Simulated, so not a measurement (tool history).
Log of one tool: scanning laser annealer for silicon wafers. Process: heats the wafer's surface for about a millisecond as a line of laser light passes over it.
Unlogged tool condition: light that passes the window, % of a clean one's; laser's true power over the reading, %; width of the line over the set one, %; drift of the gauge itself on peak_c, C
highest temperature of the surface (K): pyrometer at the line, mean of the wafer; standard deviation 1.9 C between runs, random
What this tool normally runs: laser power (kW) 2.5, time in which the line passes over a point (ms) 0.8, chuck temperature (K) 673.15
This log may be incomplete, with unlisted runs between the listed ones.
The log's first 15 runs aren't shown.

run   hour  laser power (kW)  time in which the line passes over a point (ms)  chuck temperature (K)  hours of work since the window was cleaned  hours of work since the power meter was calibrated  hours of work since the optics were aligned  highest temperature of the surface (K)
 16    272               2.5                                            0.827                 673.15                                         569                                                 532                                          814                                 1416.15
 17  292.5               2.5                                              0.8                 673.15                                         584                                                 546                                          828                                 1403.15
     295.7  -- window over the wafer cleaned
 18  306.7               2.5                                            0.996                 673.15                                           8                                                 555                                          837                                 1527.15
 19    327               2.5                                            0.566                 673.15                                          22                                                 570                                          852                                 1329.15
 20  345.7              2.65                                              0.8                 673.15                                          36                                                 583                                          865                                 1489.15
 21  368.5             2.398                                            0.663                 666.15                                          52                                                 599                                          881                                 1339.15
 22  390.1             2.261                                            0.863                 689.15                                          67                                                 615                                          897                                 1405.15
 23  400.4               2.5                                            0.973                 655.15                                          75                                                 622                                          904                                 1497.15
 24    413               2.5                                            0.973                 655.15                                          84                                                 631                                          913                                 1493.15
 25  434.2             2.289                                            0.645                 673.15                                          99                                                 646                                          928                                 1303.15
 26  448.3             2.647                                              0.8                 673.15                                         109                                                 656                                          938                                 1485.15
 27  461.6               2.5                                            0.794                 706.15                                         118                                                 666                                          948                                 1466.15
     465.7  -- laser's power meter calibrated
 28  482.9               2.5                                            0.794                 706.15                                         132                                                  12                                          961                                 1467.15
 29  498.3             2.319                                            0.665                 645.15                                         143                                                  23                                          972                                 1293.15
 30  513.5             2.319                                            0.665                 645.15                                         153                                                  34                                          983                                 1289.15
 31  524.4               2.2                                              0.8                 641.15                                         161                                                  42                                          991                                 1309.15
 32    540             2.489                                              0.8                 703.15                                         172                                                  53                                         1002                                 1459.15
 33  553.4             2.522                                              0.8                 641.15                                         182                                                  63                                         1011                                 1408.15
     558.5  -- laser's power meter calibrated, once more
     575.8  -- optics aligned, line set to its width
 34  582.4             2.522                                              0.8                 641.15                                         197                                                  14                                            5                                 1421.15
 35  594.2               2.5                                              0.8                 673.15                                         205                                                  22                                           13                                 1446.15
 36  605.6               2.5                                              0.6                 673.15                                         213                                                  30                                           21                                 1344.15
 37    617             2.692                                              0.6                 646.15                                         222                                                  38                                           29                                 1372.15
 38  628.2             2.692                                              0.6                 646.15                                         230                                                  46                                           37                                 1370.15
 39  638.5             2.196                                            0.861                 680.15                                         237                                                  54                                           45                                 1380.15
 40  650.2             2.196                                            0.861                 680.15                                         245                                                  62                                           53                                 1380.15

Here are 3 independent what-if runs from the current tool condition. What would each one return?
  A  662.4             2.403                                            0.732                 666.15                                         254                                                  71                                           62                                       ?
  B  662.4               2.5                                            0.903                 673.15                                         254                                                  71                                           62                                       ?
  C  662.4             2.415                                            0.861                 680.15                                         254                                                  71                                           62                                       ?

run  highest temperature of the surface (K)
  A                                 1375.15
  B                                 1487.15
  C                                 1450.15
Stripped of hidden state, with their random variation kept, the same runs would have yielded:
run  highest temperature of the surface (K)
  A                                 1394.15
  B                                 1508.15
  C                                 1471.15
